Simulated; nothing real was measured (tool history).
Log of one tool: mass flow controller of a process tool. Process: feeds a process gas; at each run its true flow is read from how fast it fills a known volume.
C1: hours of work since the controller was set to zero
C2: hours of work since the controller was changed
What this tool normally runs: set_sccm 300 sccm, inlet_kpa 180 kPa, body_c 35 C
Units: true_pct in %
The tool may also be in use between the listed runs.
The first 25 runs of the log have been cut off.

{"run": 26, "hour": 2096.9, "set_sccm": 426, "inlet_kpa": 236, "body_c": 36, "C1": 119, "C2": 2692, "true_pct": 98.03}
{"run": 27, "hour": 2202.1, "set_sccm": 728, "inlet_kpa": 180, "body_c": 35, "C1": 184, "C2": 2757, "true_pct": 98.97}
{"run": 28, "hour": 2277.4, "set_sccm": 754, "inlet_kpa": 224, "body_c": 23, "C1": 231, "C2": 2804, "true_pct": 100.12}
{"run": 29, "hour": 2354.0, "set_sccm": 337, "inlet_kpa": 273, "body_c": 22, "C1": 279, "C2": 2852, "true_pct": 99.06}
{"run": 30, "hour": 2436.5, "set_sccm": 577, "inlet_kpa": 246, "body_c": 22, "C1": 330, "C2": 2903, "true_pct": 99.66}
{"run": 31, "hour": 2511.5, "set_sccm": 200, "inlet_kpa": 213, "body_c": 30, "C1": 377, "C2": 2950, "true_pct": 98.42}
{"run": 32, "hour": 2577.5, "set_sccm": 235, "inlet_kpa": 180, "body_c": 30, "C1": 418, "C2": 2991, "true_pct": 98.64}
{"run": 33, "hour": 2687.7, "set_sccm": 235, "inlet_kpa": 180, "body_c": 26, "C1": 486, "C2": 3059, "true_pct": 98.9}

Each row is a separate what-if for the run after 33, all from the same tool condition, not one after another. Results?
{"run": "A", "hour": 2745.7, "set_sccm": 235, "inlet_kpa": 180, "body_c": 28, "C1": 522, "C2": 3095, "true_pct": "?"}
{"run": "B", "hour": 2745.7, "set_sccm": 295, "inlet_kpa": 180, "body_c": 26, "C1": 522, "C2": 3095, "true_pct": "?"}
{"run": "C", "hour": 2745.7, "set_sccm": 289, "inlet_kpa": 235, "body_c": 26, "C1": 522, "C2": 3095, "true_pct": "?"}
{"run": "D", "hour": 2745.7, "set_sccm": 120, "inlet_kpa": 276, "body_c": 25, "C1": 522, "C2": 3095, "true_pct": "?"}

run=A true_pct=98.8
run=B true_pct=99.1
run=C true_pct=98.87
run=D true_pct=98.08
Take away the tool's hidden state, keep each run's random variation, and the runs would have read:
run=A true_pct=98.43
run=B true_pct=98.67
run=C true_pct=98.45
run=D true_pct=97.98
